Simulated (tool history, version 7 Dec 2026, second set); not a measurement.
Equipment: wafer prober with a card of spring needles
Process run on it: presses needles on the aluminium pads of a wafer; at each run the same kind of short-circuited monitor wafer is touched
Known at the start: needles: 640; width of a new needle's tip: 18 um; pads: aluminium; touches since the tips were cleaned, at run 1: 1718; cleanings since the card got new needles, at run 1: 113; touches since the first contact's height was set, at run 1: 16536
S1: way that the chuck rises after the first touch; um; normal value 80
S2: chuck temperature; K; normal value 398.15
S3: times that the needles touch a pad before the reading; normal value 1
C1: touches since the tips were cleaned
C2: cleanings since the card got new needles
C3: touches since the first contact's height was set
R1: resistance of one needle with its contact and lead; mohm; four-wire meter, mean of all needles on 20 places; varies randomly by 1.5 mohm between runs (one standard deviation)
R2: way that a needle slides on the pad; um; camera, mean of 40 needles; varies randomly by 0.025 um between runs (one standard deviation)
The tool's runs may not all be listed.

{"run": 1, "day": 0.0, "S1": 80, "S2": 398.15, "S3": 1, "C1": 1718, "C2": 113, "C3": 16536, "R1": 166, "R2": 19.33}
{"day": 0.304, "done": "tips cleaned on abrasive film"}
{"day": 0.704, "done": "tips cleaned on abrasive film"}
{"run": 2, "day": 0.892, "S1": 80, "S2": 398.15, "S3": 1, "C1": 1983, "C2": 115, "C3": 25929, "R1": 173, "R2": 19.29}
{"day": 1.196, "done": "tips cleaned on abrasive film"}
{"day": 1.688, "done": "tips cleaned on abrasive film"}
{"day": 2.162, "done": "tips cleaned on abrasive film"}
{"run": 3, "day": 2.475, "S1": 80, "S2": 398.15, "S3": 1, "C1": 3323, "C2": 118, "C3": 42616, "R1": 182, "R2": 19.3}
{"day": 2.579, "done": "tips cleaned on abrasive film"}
{"day": 3.083, "done": "tips cleaned on abrasive film"}
{"day": 3.558, "done": "tips cleaned on abrasive film"}
{"run": 4, "day": 3.558, "S1": 80, "S2": 398.15, "S3": 1, "C1": 0, "C2": 121, "C3": 53974, "R1": 153, "R2": 19.25}
{"day": 4.046, "done": "tips cleaned on abrasive film"}
{"day": 4.529, "done": "tips cleaned on abrasive film"}
{"day": 4.954, "done": "tips cleaned on abrasive film"}
{"run": 5, "day": 4.954, "S1": 80, "S2": 398.15, "S3": 1, "C1": 0, "C2": 124, "C3": 68657, "R1": 149, "R2": 19.18}
{"day": 5.446, "done": "tips cleaned on abrasive film"}
{"day": 5.85, "done": "tips cleaned on abrasive film"}
{"run": 6, "day": 6.158, "S1": 80, "S2": 398.15, "S3": 3, "C1": 3283, "C2": 126, "C3": 81350, "R1": 158, "R2": 19.15}
{"day": 6.262, "done": "tips cleaned on abrasive film"}
{"day": 6.475, "done": "height of the first contact set anew"}
{"day": 6.675, "done": "tips cleaned on abrasive film"}
{"day": 7.108, "done": "tips cleaned on abrasive film"}
{"run": 7, "day": 7.108, "S1": 80, "S2": 398.15, "S3": 3, "C1": 0, "C2": 129, "C3": 6657, "R1": 150, "R2": 19.39}
{"day": 7.596, "done": "tips cleaned on abrasive film"}
{"run": 8, "day": 7.958, "S1": 80, "S2": 398.15, "S3": 3, "C1": 3848, "C2": 130, "C3": 15645, "R1": 160, "R2": 19.35}
{"day": 8.062, "done": "tips cleaned on abrasive film"}
{"day": 8.542, "done": "tips cleaned on abrasive film"}
{"day": 9.038, "done": "tips cleaned on abrasive film"}
{"day": 9.521, "done": "tips cleaned on abrasive film"}
{"run": 9, "day": 9.542, "S1": 80, "S2": 398.15, "S3": 3, "C1": 232, "C2": 134, "C3": 32272, "R1": 148, "R2": 19.29}
{"day": 9.933, "done": "tips cleaned on abrasive film"}
{"day": 10.433, "done": "tips cleaned on abrasive film"}
{"run": 10, "day": 10.475, "S1": 80, "S2": 308.15, "S3": 1, "C1": 412, "C2": 136, "C3": 42088, "R1": 140, "R2": 19.3}
{"day": 10.933, "done": "tips cleaned on abrasive film"}
{"run": 11, "day": 11.208, "S1": 80, "S2": 398.15, "S3": 1, "C1": 2924, "C2": 137, "C3": 49861, "R1": 180, "R2": 19.29}
{"day": 11.412, "done": "tips cleaned on abrasive film"}
{"day": 11.917, "done": "tips cleaned on abrasive film"}
{"run": 12, "day": 12.279, "S1": 80, "S2": 398.15, "S3": 1, "C1": 3863, "C2": 139, "C3": 61128, "R1": 184, "R2": 19.22}
{"day": 12.383, "done": "tips cleaned on abrasive film"}
{"day": 12.854, "done": "tips cleaned on abrasive film"}
{"day": 13.321, "done": "tips cleaned on abrasive film"}
{"run": 13, "day": 13.704, "S1": 80, "S2": 398.15, "S3": 1, "C1": 4074, "C2": 142, "C3": 76145, "R1": 185, "R2": 19.19}
{"day": 13.808, "done": "tips cleaned on abrasive film"}
{"day": 14.292, "done": "tips cleaned on abrasive film"}
{"day": 14.483, "done": "height of the first contact set anew"}
{"run": 14, "day": 14.6, "S1": 80, "S2": 398.15, "S3": 1, "C1": 3157, "C2": 144, "C3": 1269, "R1": 178, "R2": 19.35}
{"day": 14.804, "done": "tips cleaned on abrasive film"}
{"day": 15.208, "done": "tips cleaned on abrasive film"}
{"run": 15, "day": 15.354, "S1": 80, "S2": 398.15, "S3": 1, "C1": 1574, "C2": 146, "C3": 9184, "R1": 165, "R2": 19.4}
{"day": 15.654, "done": "tips cleaned on abrasive film"}
{"day": 16.125, "done": "tips cleaned on abrasive film"}
{"day": 16.592, "done": "tips cleaned on abrasive film"}
{"run": 16, "day": 16.633, "S1": 80, "S2": 398.15, "S3": 1, "C1": 430, "C2": 149, "C3": 22613, "R1": 154, "R2": 19.32}
{"day": 17.033, "done": "tips cleaned on abrasive film"}
{"day": 17.438, "done": "tips cleaned on abrasive film"}
{"run": 17, "day": 17.571, "S1": 80, "S2": 325.15, "S3": 2, "C1": 1429, "C2": 151, "C3": 32511, "R1": 151, "R2": 19.32}
{"day": 17.862, "done": "tips cleaned on abrasive film"}
{"day": 18.267, "done": "tips cleaned on abrasive film"}
{"day": 18.762, "done": "tips cleaned on abrasive film"}
{"day": 19.167, "done": "tips cleaned on abrasive film"}
{"run": 18, "day": 19.171, "S1": 80, "S2": 325.15, "S3": 2, "C1": 44, "C2": 155, "C3": 49290, "R1": 137, "R2": 19.27}
{"day": 19.65, "done": "tips cleaned on abrasive film"}
{"day": 20.112, "done": "tips cleaned on abrasive film"}
{"day": 20.538, "done": "tips cleaned on abrasive film"}
{"run": 19, "day": 20.538, "S1": 80, "S2": 377.15, "S3": 1, "C1": 0, "C2": 158, "C3": 63674, "R1": 148, "R2": 19.2}
{"day": 21.004, "done": "tips cleaned on abrasive film"}
{"day": 21.404, "done": "tips cleaned on abrasive film"}
{"day": 21.808, "done": "tips cleaned on abrasive film"}
{"day": 22.288, "done": "tips cleaned on abrasive film"}
{"run": 20, "day": 22.367, "S1": 79, "S2": 346.15, "S3": 1, "C1": 843, "C2": 162, "C3": 82940, "R1": 156, "R2": 18.89}
{"day": 22.479, "done": "height of the first contact set anew"}
{"day": 22.762, "done": "tips cleaned on abrasive film"}
{"day": 23.242, "done": "tips cleaned on abrasive film"}
{"run": 21, "day": 23.608, "S1": 79, "S2": 346.15, "S3": 1, "C1": 3897, "C2": 164, "C3": 11911, "R1": 187, "R2": 19.11}
{"day": 23.712, "done": "tips cleaned on abrasive film"}
{"day": 24.204, "done": "tips cleaned on abrasive film"}
{"day": 24.675, "done": "tips cleaned on abrasive film"}
{"run": 22, "day": 24.675, "S1": 91, "S2": 320.15, "S3": 1, "C1": 16, "C2": 167, "C3": 23108, "R1": 137, "R2": 22.03}
{"day": 25.158, "done": "tips cleaned on abrasive film"}
{"run": 23, "day": 25.5, "S1": 92, "S2": 366.15, "S3": 1, "C1": 3632, "C2": 168, "C3": 31818, "R1": 170, "R2": 22.2}
{"day": 25.596, "done": "tips cleaned on abrasive film"}
{"day": 26.1, "done": "tips cleaned on abrasive film"}
{"run": 24, "day": 26.254, "S1": 88, "S2": 398.15, "S3": 2, "C1": 1651, "C2": 170, "C3": 39747, "R1": 155, "R2": 21.16}
{"day": 26.558, "done": "tips cleaned on abrasive film"}
{"day": 27.033, "done": "tips cleaned on abrasive film"}
{"run": 25, "day": 27.35, "S1": 80, "S2": 300.15, "S3": 1, "C1": 3362, "C2": 172, "C3": 51302, "R1": 180, "R2": 19.28}
{"day": 27.454, "done": "tips cleaned on abrasive film"}
{"day": 27.925, "done": "tips cleaned on abrasive film"}
{"day": 28.329, "done": "tips cleaned on abrasive film"}
{"run": 26, "day": 28.367, "S1": 60, "S2": 310.15, "S3": 1, "C1": 419, "C2": 175, "C3": 61957, "R1": 152, "R2": 14.37}
{"day": 28.771, "done": "tips cleaned on abrasive film"}
{"day": 29.242, "done": "tips cleaned on abrasive film"}
{"run": 27, "day": 29.612, "S1": 80, "S2": 398.15, "S3": 1, "C1": 3927, "C2": 177, "C3": 75084, "R1": 190, "R2": 19.2}

What does the tool deliver on the next run?
{"day": 29.717, "done": "tips cleaned on abrasive film"}
{"day": 30.117, "done": "tips cleaned on abrasive film"}
{"day": 30.508, "done": "height of the first contact set anew"}
{"day": 30.612, "done": "tips cleaned on abrasive film"}
{"day": 31.112, "done": "tips cleaned on abrasive film"}
{"run": 28, "day": 31.338, "S1": 80, "S2": 398.15, "S3": 3, "C1": 2383, "C2": 181, "C3": 8723, "R1": "?", "R2": "?"}

Run 28 came out at R1 161 mohm, R2 19.34 um.
Minus the tool's unlogged condition, the same run would have read R1 147 mohm, R2 19.36 um.
